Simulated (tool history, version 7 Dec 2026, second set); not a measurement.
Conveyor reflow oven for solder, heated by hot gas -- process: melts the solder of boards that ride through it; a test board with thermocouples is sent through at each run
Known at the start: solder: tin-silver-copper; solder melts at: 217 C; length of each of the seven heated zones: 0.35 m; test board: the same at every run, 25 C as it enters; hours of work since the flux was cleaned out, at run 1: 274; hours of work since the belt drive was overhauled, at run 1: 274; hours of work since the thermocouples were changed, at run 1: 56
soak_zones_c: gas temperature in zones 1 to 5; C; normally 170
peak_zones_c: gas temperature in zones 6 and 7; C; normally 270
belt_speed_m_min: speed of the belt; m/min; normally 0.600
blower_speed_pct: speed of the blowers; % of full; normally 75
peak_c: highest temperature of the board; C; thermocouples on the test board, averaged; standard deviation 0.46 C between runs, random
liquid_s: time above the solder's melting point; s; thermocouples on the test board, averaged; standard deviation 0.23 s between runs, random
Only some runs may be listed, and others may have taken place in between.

run	hour	soak_zones_c	peak_zones_c	belt_speed_m_min	blower_speed_pct	hours of work since the flux was cleaned out	hours of work since the belt drive was overhauled	hours of work since the thermocouples were changed	peak_c	liquid_s
1	0.0	170	270	0.600	75	274	274	56	257.0	55.4
2	7.1	170	270	0.600	75	279	279	61	256.9	55.3
3	21.8	170	278	0.600	75	288	288	70	264.2	58.7
4	30.8	170	270	0.600	75	293	293	75	257.2	54.5
5	37.0	170	270	0.600	75	297	297	79	256.7	55.0
6	43.2	170	270	0.600	75	301	301	83	256.6	55.0
7	54.9	170	270	0.600	75	308	308	90	257.4	55.2
8	69.5	170	270	0.600	75	317	317	99	256.6	55.0
9	82.8	170	270	0.600	75	326	326	107	256.3	54.8
10	96.9	170	270	0.600	75	334	334	116	256.7	55.1
11	111.7	170	270	0.600	75	343	343	125	256.4	54.9
12	124.0	170	270	0.600	75	351	351	133	255.9	55.1
13	134.1	170	270	0.600	75	357	357	139	256.7	54.9
14	141.6	170	270	0.600	75	362	362	144	257.0	55.1
15	154.7	159	279	0.600	53	370	370	152	256.5	50.8
16	167.1	159	279	0.492	76	378	378	160	268.6	72.3
17	173.6	159	279	0.492	76	382	382	163	269.6	72.0
18	182.3	174	274	0.518	56	387	387	169	259.7	67.4
19	191.0	170	285	0.552	55	392	392	174	267.2	65.8
20	199.0	170	285	0.552	55	397	397	179	268.2	65.6
21	213.9	170	285	0.552	55	407	407	188	266.9	65.5
22	221.3	170	285	0.552	80	411	411	193	272.8	68.8
23	234.5	183	271	0.552	80	419	419	201	261.8	67.1
24	247.0	170	270	0.600	59	427	427	209	252.0	51.3
# hour 259.5: flux residue cleaned out of gas plates and filters
25	261.3	170	270	0.600	59	1	433	215	254.8	54.0
26	275.6	178	272	0.603	64	10	442	223	259.3	58.4
27	286.5	182	279	0.707	63	17	448	230	261.2	51.1
28	296.4	170	270	0.494	88	23	454	236	264.3	74.5

Some steps in peak_c between neighbouring runs. How much of each would the tool show without its hidden state too (settings, what came in, random variation), and how much is left for the hidden state, with any gauge scatter that isn't in both results?
The tool's hidden condition here consists of: heat that the gas passes to the board, % of a clean oven's; belt's true speed, % of the reading; true gas temperature in zones 6 and 7 over the reading, C; drift of the gauge itself on peak_c, C; drift of the gauge itself on liquid_s, %.
Run 15 -> 16: belt_speed_m_min 0.600 -> 0.492, blower_speed_pct 53 -> 76. peak_c +12.1 C: hidden state +0.1, all else +12.0.
Run 21 -> 22: blower_speed_pct 55 -> 80. peak_c +5.9 C: hidden state -0.5, all else +6.4.
Run 22 -> 23: soak_zones_c 170 -> 183, peak_zones_c 285 -> 271. peak_c -11.0 C: hidden state +0.5, all else -11.5.
Run 24 -> 25: flux residue cleaned out of gas plates and filters. peak_c +2.8 C: hidden state +2.9, all else -0.1.

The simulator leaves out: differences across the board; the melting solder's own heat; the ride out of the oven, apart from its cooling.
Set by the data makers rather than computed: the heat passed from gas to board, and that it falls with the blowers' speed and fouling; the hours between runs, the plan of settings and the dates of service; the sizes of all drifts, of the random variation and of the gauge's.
